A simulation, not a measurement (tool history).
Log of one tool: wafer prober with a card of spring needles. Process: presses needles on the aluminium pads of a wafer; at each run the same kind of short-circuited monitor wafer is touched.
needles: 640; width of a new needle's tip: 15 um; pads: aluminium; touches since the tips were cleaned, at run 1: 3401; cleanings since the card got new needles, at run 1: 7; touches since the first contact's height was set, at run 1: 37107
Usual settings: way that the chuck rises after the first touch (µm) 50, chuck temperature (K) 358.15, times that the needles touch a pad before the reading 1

run   hour  way that the chuck rises after the first touch (µm)  chuck temperature (K)  times that the needles touch a pad before the reading  touches since the tips were cleaned  cleanings since the card got new needles  touches since the first contact's height was set  resistance of one needle with its contact and lead (mohm)  way that a needle slides on the pad (µm)
  1    0.0                                                   50                 358.15                                                      1                                 3401                                         7                                             37107                                                        169                                      5.98
       3.6  -- tips cleaned on abrasive film
  2    5.8                                                   50                 358.15                                                      1                                  677                                         8                                             38854                                                        170                                      6.02
  3   11.1                                                   50                 358.15                                                      1                                 2310                                         8                                             40487                                                        170                                      6.00
      18.2  -- tips cleaned on abrasive film
  4   20.7                                                   50                 358.15                                                      1                                  763                                         9                                             43407                                                        169                                      6.00
  5   26.0                                                   55                 358.15                                                      1                                 2382                                         9                                             45026                                                        167                                      6.59
      32.4  -- tips cleaned on abrasive film
  6   32.4                                                   69                 358.15                                                      1                                    0                                        10                                             46969                                                        162                                      8.25
  7   39.8                                                   69                 358.15                                                      1                                 2280                                        10                                             49249                                                        163                                      8.25
      46.6  -- tips cleaned on abrasive film
  8   50.5                                                   69                 324.15                                                      1                                 1207                                        11                                             52518                                                        156                                      8.20
      60.8  -- tips cleaned on abrasive film
  9   60.9                                                   69                 324.15                                                      1                                   34                                        12                                             55666                                                        155                                      8.25
 10   70.0                                                   69                 324.15                                                      1                                 2831                                        12                                             58463                                                        158                                      8.22
      75.6  -- tips cleaned on abrasive film
 11   75.6                                                   50                 358.15                                                      1                                    7                                        13                                             60163                                                        171                                      5.98
 12   82.6                                                   50                 358.15                                                      1                                 2151                                        13                                             62307                                                        169                                      5.98
 13   89.5                                                   50                 358.15                                                      1                                 4271                                        13                                             64427                                                        171                                      5.94
      90.3  -- tips cleaned on abrasive film
 14   94.4                                                   50                 358.15                                                      1                                 1270                                        14                                             65919                                                        169                                      5.91
 15  104.3                                                   50                 358.15                                                      1                                 4297                                        14                                             68946                                                        167                                      5.91
     105.2  -- tips cleaned on abrasive film
 16  112.9                                                   50                 300.15                                                      1                                 2365                                        15                                             71555                                                        160                                      5.95
     119.4  -- tips cleaned on abrasive film
 17  122.1                                                   50                 300.15                                                      1                                  853                                        16                                             74374                                                        157                                      5.92
 18  131.8                                                   50                 358.15                                                      2                                 3817                                        16                                             77338                                                        173                                      5.92
     133.8  -- tips cleaned on abrasive film
 19  140.1                                                   53                 358.15                                                      1                                 1941                                        17                                             79867                                                        168                                      6.26
 20  145.6                                                   61                 358.15                                                      1                                 3618                                        17                                             81544                                                        165                                      7.22
     148.4  -- tips cleaned on abrasive film
 21  151.9                                                   61                 358.15                                                      1                                 1076                                        18                                             83460                                                        166                                      7.24
 22  158.9                                                   32                 301.15                                                      1                                 3243                                        18                                             85627                                                        170                                      3.74
     162.9  -- tips cleaned on abrasive film
 23  165.0                                                   53                 338.15                                                      2                                  655                                        19                                             87462                                                        164                                      6.29
 24  172.2                                                   53                 338.15                                                      2                                 2873                                        19                                             89680                                                        167                                      6.23
     177.4  -- tips cleaned on abrasive film
 25  182.5                                                   50                 314.15                                                      3                                 1580                                        20                                             92813                                                        160                                      5.90
 26  189.4                                                   50                 314.15                                                      3                                 3686                                        20                                             94919                                                        159                                      5.87

Forecast run 27:
     192.0  -- tips cleaned on abrasive film
 27  195.1                                                   54                 305.15                                                      1                                  954                                        21                                             96647                                                          ?                                         ?

{"run 27": {"resistance of one needle with its contact and lead (mohm)": 158, "way that a needle slides on the pad (µm)": 6.36}}
Without the tool's hidden state the same run would have given resistance of one needle with its contact and lead (mohm) 158, way that a needle slides on the pad (µm) 6.50.

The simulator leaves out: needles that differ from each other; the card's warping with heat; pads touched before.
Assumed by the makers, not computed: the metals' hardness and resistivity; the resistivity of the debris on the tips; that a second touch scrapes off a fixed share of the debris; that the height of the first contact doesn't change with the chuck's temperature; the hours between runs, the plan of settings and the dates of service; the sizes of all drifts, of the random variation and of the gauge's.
